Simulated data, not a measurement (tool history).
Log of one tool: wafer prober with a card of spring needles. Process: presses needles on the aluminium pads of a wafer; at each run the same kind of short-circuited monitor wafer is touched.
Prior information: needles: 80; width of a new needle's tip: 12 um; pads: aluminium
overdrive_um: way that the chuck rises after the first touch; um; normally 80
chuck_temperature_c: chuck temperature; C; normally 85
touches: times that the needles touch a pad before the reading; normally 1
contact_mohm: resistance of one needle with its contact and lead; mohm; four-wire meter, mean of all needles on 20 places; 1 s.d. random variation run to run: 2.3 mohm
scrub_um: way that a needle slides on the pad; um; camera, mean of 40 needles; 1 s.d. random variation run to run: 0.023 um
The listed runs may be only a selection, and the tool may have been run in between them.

Run 1, hour 0: usual settings. Result: contact_mohm 284 mohm, scrub_um 17.85 um.
Run 2, hour 13.4: usual settings. Result: contact_mohm 301 mohm, scrub_um 17.85 um.
Run 3, hour 21.3: usual settings but chuck_temperature_c 69 C. Result: contact_mohm 300 mohm, scrub_um 17.85 um.
At hour 22.2: tips cleaned on abrasive film.
Run 4, hour 29.9: usual settings but chuck_temperature_c 69 C. Result: contact_mohm 284 mohm, scrub_um 17.85 um.
Run 5, hour 44.9: usual settings. Result: contact_mohm 297 mohm, scrub_um 17.88 um.
At hour 54.7: tips cleaned on abrasive film.
Run 6, hour 60.8: usual settings but overdrive_um 78 um, chuck_temperature_c 73 C. Result: contact_mohm 276 mohm, scrub_um 17.37 um.
Run 7, hour 74.3: usual settings but chuck_temperature_c 66 C, touches 2. Result: contact_mohm 277 mohm, scrub_um 17.85 um.
At hour 76.2: height of the first contact set anew.
Run 8, hour 84.1: usual settings but overdrive_um 77 um. Result: contact_mohm 300 mohm, scrub_um 17.11 um.
At hour 87.5: tips cleaned on abrasive film.
Run 9, hour 101.5: usual settings but overdrive_um 63 um, chuck_temperature_c 61 C, touches 3. Result: contact_mohm 277 mohm, scrub_um 13.97 um.
Run 10, hour 111.5: usual settings but overdrive_um 63 um, chuck_temperature_c 61 C, touches 3. Result: contact_mohm 276 mohm, scrub_um 13.94 um.

Here are 3 independent what-if runs from the current tool condition. What would each one return?
Run A, hour 119.3: usual settings but overdrive_um 98 um, chuck_temperature_c 57 C, touches 2. Result: contact_mohm ?, scrub_um ?.
Run B, hour 119.3: usual settings but overdrive_um 93 um, chuck_temperature_c 56 C. Result: contact_mohm ?, scrub_um ?.
Run C, hour 119.3: usual settings but overdrive_um 63 um, chuck_temperature_c 26 C, touches 3. Result: contact_mohm ?, scrub_um ?.

run  contact_mohm  scrub_um
  A           277     21.78
  B           292     20.66
  C           264        14
Without the tool's unlogged condition, the same runs would have read:
run  contact_mohm  scrub_um
  A           258     21.89
  B           259     20.77
  C           248     14.11
